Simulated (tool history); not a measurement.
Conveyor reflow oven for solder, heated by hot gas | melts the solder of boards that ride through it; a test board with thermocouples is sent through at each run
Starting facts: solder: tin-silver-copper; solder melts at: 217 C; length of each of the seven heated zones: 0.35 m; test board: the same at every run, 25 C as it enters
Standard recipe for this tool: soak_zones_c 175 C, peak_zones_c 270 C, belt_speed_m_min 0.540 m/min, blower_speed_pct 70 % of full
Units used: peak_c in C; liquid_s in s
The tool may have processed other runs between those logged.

{"run": 1, "hour": 0.0, "soak_zones_c": 175, "peak_zones_c": 270, "belt_speed_m_min": 0.54, "blower_speed_pct": 70, "peak_c": 257.7, "liquid_s": 64.2}
{"run": 2, "hour": 11.1, "soak_zones_c": 175, "peak_zones_c": 270, "belt_speed_m_min": 0.54, "blower_speed_pct": 70, "peak_c": 257.7, "liquid_s": 64.3}
{"run": 3, "hour": 17.1, "soak_zones_c": 175, "peak_zones_c": 270, "belt_speed_m_min": 0.54, "blower_speed_pct": 70, "peak_c": 257.8, "liquid_s": 63.9}
{"run": 4, "hour": 25.5, "soak_zones_c": 175, "peak_zones_c": 270, "belt_speed_m_min": 0.54, "blower_speed_pct": 70, "peak_c": 257.4, "liquid_s": 64.2}
{"run": 5, "hour": 36.1, "soak_zones_c": 175, "peak_zones_c": 270, "belt_speed_m_min": 0.54, "blower_speed_pct": 70, "peak_c": 257.3, "liquid_s": 63.8}
{"run": 6, "hour": 40.7, "soak_zones_c": 189, "peak_zones_c": 270, "belt_speed_m_min": 0.54, "blower_speed_pct": 70, "peak_c": 259.8, "liquid_s": 70.5}
{"run": 7, "hour": 47.1, "soak_zones_c": 175, "peak_zones_c": 270, "belt_speed_m_min": 0.54, "blower_speed_pct": 53, "peak_c": 255.2, "liquid_s": 61.4}
{"run": 8, "hour": 55.5, "soak_zones_c": 175, "peak_zones_c": 270, "belt_speed_m_min": 0.54, "blower_speed_pct": 69, "peak_c": 257.7, "liquid_s": 63.5}
{"run": 9, "hour": 66.8, "soak_zones_c": 175, "peak_zones_c": 265, "belt_speed_m_min": 0.54, "blower_speed_pct": 70, "peak_c": 253.0, "liquid_s": 61.0}
{"run": 10, "hour": 77.1, "soak_zones_c": 175, "peak_zones_c": 270, "belt_speed_m_min": 0.54, "blower_speed_pct": 70, "peak_c": 257.5, "liquid_s": 63.8}
{"run": 11, "hour": 84.9, "soak_zones_c": 175, "peak_zones_c": 270, "belt_speed_m_min": 0.54, "blower_speed_pct": 70, "peak_c": 257.8, "liquid_s": 63.5}
{"run": 12, "hour": 92.3, "soak_zones_c": 175, "peak_zones_c": 270, "belt_speed_m_min": 0.54, "blower_speed_pct": 70, "peak_c": 257.5, "liquid_s": 63.8}
{"run": 13, "hour": 100.0, "soak_zones_c": 175, "peak_zones_c": 270, "belt_speed_m_min": 0.54, "blower_speed_pct": 70, "peak_c": 257.6, "liquid_s": 63.6}
{"hour": 111.2, "done": "flux residue cleaned out of gas plates and filters"}
{"run": 14, "hour": 111.2, "soak_zones_c": 175, "peak_zones_c": 270, "belt_speed_m_min": 0.54, "blower_speed_pct": 70, "peak_c": 256.3, "liquid_s": 62.2}
{"run": 15, "hour": 121.3, "soak_zones_c": 175, "peak_zones_c": 270, "belt_speed_m_min": 0.54, "blower_speed_pct": 70, "peak_c": 256.2, "liquid_s": 62.1}
{"run": 16, "hour": 126.5, "soak_zones_c": 175, "peak_zones_c": 270, "belt_speed_m_min": 0.54, "blower_speed_pct": 70, "peak_c": 255.7, "liquid_s": 62.1}
{"run": 17, "hour": 132.7, "soak_zones_c": 175, "peak_zones_c": 270, "belt_speed_m_min": 0.54, "blower_speed_pct": 70, "peak_c": 256.0, "liquid_s": 62.0}
{"run": 18, "hour": 141.1, "soak_zones_c": 175, "peak_zones_c": 270, "belt_speed_m_min": 0.54, "blower_speed_pct": 70, "peak_c": 255.1, "liquid_s": 62.1}
{"run": 19, "hour": 151.8, "soak_zones_c": 182, "peak_zones_c": 274, "belt_speed_m_min": 0.563, "blower_speed_pct": 75, "peak_c": 259.5, "liquid_s": 64.5}
{"run": 20, "hour": 162.2, "soak_zones_c": 182, "peak_zones_c": 274, "belt_speed_m_min": 0.563, "blower_speed_pct": 75, "peak_c": 259.9, "liquid_s": 64.4}
{"run": 21, "hour": 173.4, "soak_zones_c": 174, "peak_zones_c": 270, "belt_speed_m_min": 0.523, "blower_speed_pct": 65, "peak_c": 255.8, "liquid_s": 63.8}
{"hour": 183.2, "done": "flux residue cleaned out of gas plates and filters, once more"}
{"run": 22, "hour": 183.6, "soak_zones_c": 161, "peak_zones_c": 270, "belt_speed_m_min": 0.54, "blower_speed_pct": 70, "peak_c": 258.4, "liquid_s": 60.8}
{"run": 23, "hour": 188.8, "soak_zones_c": 180, "peak_zones_c": 270, "belt_speed_m_min": 0.49, "blower_speed_pct": 70, "peak_c": 262.8, "liquid_s": 76.1}
{"run": 24, "hour": 193.7, "soak_zones_c": 180, "peak_zones_c": 270, "belt_speed_m_min": 0.49, "blower_speed_pct": 70, "peak_c": 262.0, "liquid_s": 76.0}
{"run": 25, "hour": 201.5, "soak_zones_c": 175, "peak_zones_c": 270, "belt_speed_m_min": 0.517, "blower_speed_pct": 72, "peak_c": 261.3, "liquid_s": 69.4}
{"run": 26, "hour": 211.3, "soak_zones_c": 179, "peak_zones_c": 282, "belt_speed_m_min": 0.463, "blower_speed_pct": 61, "peak_c": 273.4, "liquid_s": 85.3}
{"run": 27, "hour": 218.7, "soak_zones_c": 179, "peak_zones_c": 282, "belt_speed_m_min": 0.463, "blower_speed_pct": 61, "peak_c": 274.0, "liquid_s": 85.2}
{"run": 28, "hour": 228.0, "soak_zones_c": 179, "peak_zones_c": 282, "belt_speed_m_min": 0.463, "blower_speed_pct": 61, "peak_c": 273.8, "liquid_s": 85.1}
{"run": 29, "hour": 235.3, "soak_zones_c": 183, "peak_zones_c": 274, "belt_speed_m_min": 0.505, "blower_speed_pct": 88, "peak_c": 267.2, "liquid_s": 77.2}
{"run": 30, "hour": 243.4, "soak_zones_c": 183, "peak_zones_c": 274, "belt_speed_m_min": 0.505, "blower_speed_pct": 88, "peak_c": 267.5, "liquid_s": 77.4}
{"run": 31, "hour": 249.6, "soak_zones_c": 183, "peak_zones_c": 274, "belt_speed_m_min": 0.505, "blower_speed_pct": 88, "peak_c": 267.1, "liquid_s": 77.1}

What if the next run were any one of these 4? Each begins from the tool's condition after run 31:
{"run": "A", "hour": 259.3, "soak_zones_c": 161, "peak_zones_c": 274, "belt_speed_m_min": 0.505, "blower_speed_pct": 88, "peak_c": "?", "liquid_s": "?"}
{"run": "B", "hour": 259.3, "soak_zones_c": 183, "peak_zones_c": 274, "belt_speed_m_min": 0.457, "blower_speed_pct": 88, "peak_c": "?", "liquid_s": "?"}
{"run": "C", "hour": 259.3, "soak_zones_c": 175, "peak_zones_c": 260, "belt_speed_m_min": 0.54, "blower_speed_pct": 52, "peak_c": "?", "liquid_s": "?"}
{"run": "D", "hour": 259.3, "soak_zones_c": 175, "peak_zones_c": 270, "belt_speed_m_min": 0.54, "blower_speed_pct": 58, "peak_c": "?", "liquid_s": "?"}

run=A peak_c=265.9 liquid_s=70.1
run=B peak_c=268.2 liquid_s=86.3
run=C peak_c=247.1 liquid_s=56.3
run=D peak_c=257.0 liquid_s=64.2
Stripped of hidden state, with their random variation kept, the same runs would have yielded:
run=A peak_c=267.8 liquid_s=70.7
run=B peak_c=270.0 liquid_s=86.7
run=C peak_c=248.8 liquid_s=57.5
run=D peak_c=258.8 liquid_s=65.0
